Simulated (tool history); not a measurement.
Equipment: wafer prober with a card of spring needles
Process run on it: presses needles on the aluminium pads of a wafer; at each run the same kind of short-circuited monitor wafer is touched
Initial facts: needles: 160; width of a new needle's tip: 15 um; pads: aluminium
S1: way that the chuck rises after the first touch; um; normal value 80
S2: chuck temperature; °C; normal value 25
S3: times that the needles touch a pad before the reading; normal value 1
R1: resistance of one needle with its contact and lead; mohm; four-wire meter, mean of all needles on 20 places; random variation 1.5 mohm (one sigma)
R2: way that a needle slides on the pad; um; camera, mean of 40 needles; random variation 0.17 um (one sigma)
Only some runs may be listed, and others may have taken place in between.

run 1 hour=0 | S1=80 S2=25 S3=1 | R1=142 R2=16.55
-- hour=5.8 tips cleaned on abrasive film
run 2 hour=8.6 | S1=80 S2=25 S3=1 | R1=142 R2=16.57
-- hour=11.4 tips cleaned on abrasive film
run 3 hour=13.3 | S1=80 S2=25 S3=3 | R1=140 R2=17.04
-- hour=17.3 tips cleaned on abrasive film
-- hour=22.8 tips cleaned on abrasive film
run 4 hour=22.8 | S1=80 S2=37 S3=1 | R1=143 R2=16.44
-- hour=28.3 tips cleaned on abrasive film
run 5 hour=30.6 | S1=80 S2=25 S3=1 | R1=143 R2=16.78
-- hour=33.7 tips cleaned on abrasive film
-- hour=39.3 tips cleaned on abrasive film
run 6 hour=39.3 | S1=80 S2=25 S3=1 | R1=142 R2=16.79
run 7 hour=44.5 | S1=80 S2=25 S3=1 | R1=143 R2=16.77
-- hour=45.3 tips cleaned on abrasive film
-- hour=50.9 tips cleaned on abrasive film
run 8 hour=50.9 | S1=80 S2=25 S3=1 | R1=142 R2=17.01
-- hour=56.6 tips cleaned on abrasive film
run 9 hour=57.5 | S1=80 S2=25 S3=1 | R1=143 R2=16.85
-- hour=62 tips cleaned on abrasive film
run 10 hour=66.5 | S1=80 S2=25 S3=3 | R1=143 R2=16.69
-- hour=67.7 tips cleaned on abrasive film
-- hour=73.2 tips cleaned on abrasive film
run 11 hour=74.4 | S1=80 S2=25 S3=3 | R1=143 R2=17.03
-- hour=78.8 tips cleaned on abrasive film
run 12 hour=79 | S1=80 S2=25 S3=3 | R1=141 R2=16.89
-- hour=84.8 tips cleaned on abrasive film
run 13 hour=86.1 | S1=80 S2=25 S3=3 | R1=140 R2=16.62
-- hour=90.4 tips cleaned on abrasive film
run 14 hour=93.6 | S1=80 S2=25 S3=3 | R1=144 R2=16.7
-- hour=96.2 tips cleaned on abrasive film
run 15 hour=97.8 | S1=80 S2=51 S3=1 | R1=144 R2=16.85
-- hour=101.7 tips cleaned on abrasive film
run 16 hour=101.7 | S1=80 S2=51 S3=1 | R1=148 R2=16.71
run 17 hour=106.1 | S1=80 S2=51 S3=1 | R1=146 R2=16.76
-- hour=107 tips cleaned on abrasive film
run 18 hour=111.2 | S1=96 S2=25 S3=1 | R1=140 R2=20.25
-- hour=112.7 tips cleaned on abrasive film
-- hour=118.8 tips cleaned on abrasive film
run 19 hour=120.2 | S1=64 S2=49 S3=3 | R1=147 R2=13.65
-- hour=124.6 tips cleaned on abrasive film
run 20 hour=125 | S1=64 S2=49 S3=3 | R1=148 R2=13.76
-- hour=130.1 tips cleaned on abrasive film
run 21 hour=132.8 | S1=64 S2=49 S3=3 | R1=147 R2=13.61
-- hour=134.3 height of the first contact set anew
-- hour=136.1 tips cleaned on abrasive film
-- hour=141.6 tips cleaned on abrasive film
run 22 hour=141.6 | S1=62 S2=80 S3=3 | R1=153 R2=13.06
-- hour=147.3 tips cleaned on abrasive film
run 23 hour=149.8 | S1=62 S2=80 S3=2 | R1=154 R2=12.87
-- hour=153.1 tips cleaned on abrasive film
run 24 hour=157.4 | S1=88 S2=82 S3=2 | R1=153 R2=18.53
-- hour=158.8 tips cleaned on abrasive film
run 25 hour=162.9 | S1=80 S2=25 S3=2 | R1=143 R2=16.94
-- hour=164.7 tips cleaned on abrasive film
-- hour=170.6 tips cleaned on abrasive film
run 26 hour=171.2 | S1=80 S2=25 S3=2 | R1=142 R2=16.89
-- hour=176.3 tips cleaned on abrasive film
run 27 hour=178.2 | S1=80 S2=25 S3=2 | R1=142 R2=16.87
-- hour=181.8 tips cleaned on abrasive film
run 28 hour=185.1 | S1=76 S2=42 S3=3 | R1=146 R2=16.02
-- hour=187.5 tips cleaned on abrasive film
run 29 hour=188.9 | S1=80 S2=100 S3=2 | R1=152 R2=16.96
-- hour=193.1 tips cleaned on abrasive film
run 30 hour=197.1 | S1=80 S2=100 S3=2 | R1=155 R2=16.93
-- hour=198.9 tips cleaned on abrasive film
-- hour=204.8 tips cleaned on abrasive film
run 31 hour=204.8 | S1=82 S2=116 S3=3 | R1=158 R2=17.33

4 options for the next run, each taken on its own from the tool as it stands now. Forecast them:
-- hour=210.3 tips cleaned on abrasive film
run A hour=211.4 | S1=82 S2=55 S3=2 | R1=? R2=?
-- hour=210.3 tips cleaned on abrasive film
run B hour=211.4 | S1=79 S2=33 S3=2 | R1=? R2=?
-- hour=210.3 tips cleaned on abrasive film
run C hour=211.4 | S1=69 S2=62 S3=3 | R1=? R2=?
-- hour=210.3 tips cleaned on abrasive film
run D hour=211.4 | S1=80 S2=25 S3=1 | R1=? R2=?

run=A R1=149 R2=17.17
run=B R1=146 R2=16.65
run=C R1=148 R2=14.7
run=D R1=140 R2=16.7
With the hidden condition removed and each run's random variation left untouched, the same runs would have given:
run=A R1=149 R2=17.18
run=B R1=145 R2=16.65
run=C R1=148 R2=14.71
run=D R1=140 R2=16.7
